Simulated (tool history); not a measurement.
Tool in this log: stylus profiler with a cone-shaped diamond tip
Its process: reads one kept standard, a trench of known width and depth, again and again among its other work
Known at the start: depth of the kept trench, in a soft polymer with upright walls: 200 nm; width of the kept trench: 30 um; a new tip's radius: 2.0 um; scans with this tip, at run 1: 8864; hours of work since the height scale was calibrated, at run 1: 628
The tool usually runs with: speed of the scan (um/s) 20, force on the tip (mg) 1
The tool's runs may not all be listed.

run,day,speed of the scan (um/s),force on the tip (mg),scans with this tip,hours of work since the height scale was calibrated,depth of the trench (nm),width of the trench's floor (nm)
1,0,20,1,8864,628,201.03,27770
2,2.062,20,1,9163,649,201.01,27830
3,6.538,20,1,9811,695,201.1,27780
4,10.079,20,0.44,10324,732,200.91,27630
5,13.446,20,0.44,10811,766,200.74,27630
6,18.267,20,1.93,11510,816,201.51,27880
7,21.546,20,1,11984,849,201.06,27700
8,25.104,20,1.62,12500,886,201.47,27790
9,28.508,20,1.62,12993,921,201.48,27750
10,31.254,20,0.69,13390,949,200.96,27690
11,34.454,28,0.69,13854,982,200.98,27520
# day 34.792: height scale calibrated on a step standard
12,36.608,12,1,14163,19,201.49,27720
13,39.117,12,1,14526,44,201.49,27750
14,42.308,9,1,14988,77,201.44,27780
15,46.162,9,1,15547,117,201.53,27740
16,48.692,9,1,15912,143,201.53,27710
# day 51.108: height scale calibrated on a step standard, once more
17,52.896,22,1,16518,18,200.72,27550
18,55.612,8,0.89,16912,46,200.69,27680
19,60.304,14,1.93,17591,94,201.21,27700
20,63.308,15,1.24,18027,125,200.95,27670
21,68.129,15,1.24,18725,175,201.04,27580
22,73.071,15,0.37,19440,225,200.68,27470
23,77.912,15,0.67,20141,275,200.79,27590
24,81.454,12,1.25,20654,311,201.01,27560
25,83.712,41,0.97,20981,335,200.91,27260
26,88.45,25,0.99,21667,383,200.93,27360
27,93.067,25,0.99,22336,431,200.94,27400
28,97.012,25,0.99,22907,471,200.95,27390
29,101.7,25,0.99,23586,519,201,27380
30,104.742,20,1.09,24026,551,200.97,27430
31,108.304,9,0.41,24542,587,200.71,27470
32,111.254,9,0.41,24970,617,200.72,27460
33,114.658,25,0.52,25463,652,200.88,27190

Here are 3 independent what-if runs from the current tool condition. What would each one return?
A,117.883,55,2.14,25930,685,?,?
B,117.883,20,1.75,25930,685,?,?
C,117.883,25,2.66,25930,685,?,?

run,depth of the trench (nm),width of the trench's floor (nm)
A,201.68,27190
B,201.42,27390
C,201.84,27440
Had the tool no hidden state, the same runs would have come out as:
run,depth of the trench (nm),width of the trench's floor (nm)
A,201.29,27870
B,201.02,28070
C,201.45,28120

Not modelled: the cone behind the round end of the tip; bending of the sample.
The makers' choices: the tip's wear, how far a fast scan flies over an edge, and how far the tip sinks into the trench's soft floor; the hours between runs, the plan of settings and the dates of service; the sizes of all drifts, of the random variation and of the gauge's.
